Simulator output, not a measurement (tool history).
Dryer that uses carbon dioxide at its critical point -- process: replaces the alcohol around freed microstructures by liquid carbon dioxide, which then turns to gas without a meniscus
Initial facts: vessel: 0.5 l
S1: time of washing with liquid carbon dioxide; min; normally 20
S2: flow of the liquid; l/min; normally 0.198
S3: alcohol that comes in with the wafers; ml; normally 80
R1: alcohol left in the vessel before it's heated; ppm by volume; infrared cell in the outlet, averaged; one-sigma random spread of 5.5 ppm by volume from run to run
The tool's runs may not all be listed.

Run 1, hour 0.0: usual settings. Result: R1 290 ppm by volume.
Run 2, hour 45.3: usual settings. Result: R1 301 ppm by volume.
Run 3, hour 90.4: usual settings but S2 0.127 l/min. Result: R1 2747 ppm by volume.
Run 4, hour 111.2: usual settings but S2 0.140 l/min. Result: R1 1820 ppm by volume.
Run 5, hour 138.5: usual settings but S2 0.123 l/min. Result: R1 3263 ppm by volume.
Run 6, hour 186.4: usual settings but S2 0.123 l/min. Result: R1 3340 ppm by volume.
Run 7, hour 207.5: usual settings but S2 0.123 l/min. Result: R1 3401 ppm by volume.
Run 8, hour 240.8: usual settings but S2 0.123 l/min. Result: R1 3366 ppm by volume.
Run 9, hour 264.1: usual settings but S2 0.123 l/min. Result: R1 3467 ppm by volume.
Run 10, hour 292.2: usual settings but S3 64 ml. Result: R1 318 ppm by volume.
Run 11, hour 329.8: usual settings but S3 64 ml. Result: R1 327 ppm by volume.

Here are 5 independent what-if runs from the current tool condition. What would each one return?
Run A, hour 377.8: usual settings but S1 22 min, S2 0.291 l/min, S3 60 ml. Result: R1 ?.
Run B, hour 377.8: usual settings but S1 13 min, S2 0.154 l/min, S3 40 ml. Result: R1 ?.
Run C, hour 377.8: usual settings but S1 29 min. Result: R1 ?.
Run D, hour 377.8: usual settings but S3 29 ml. Result: R1 ?.
Run E, hour 377.8: usual settings but S1 22 min, S2 0.239 l/min, S3 29 ml. Result: R1 ?.

run    R1
  A   116
  B  3642
  C   132
  D   230
  E   128
With the hidden condition removed and each run's random variation left untouched, the same runs would have given:
run    R1
  A     4
  B  2589
  C    13
  D    74
  E    12
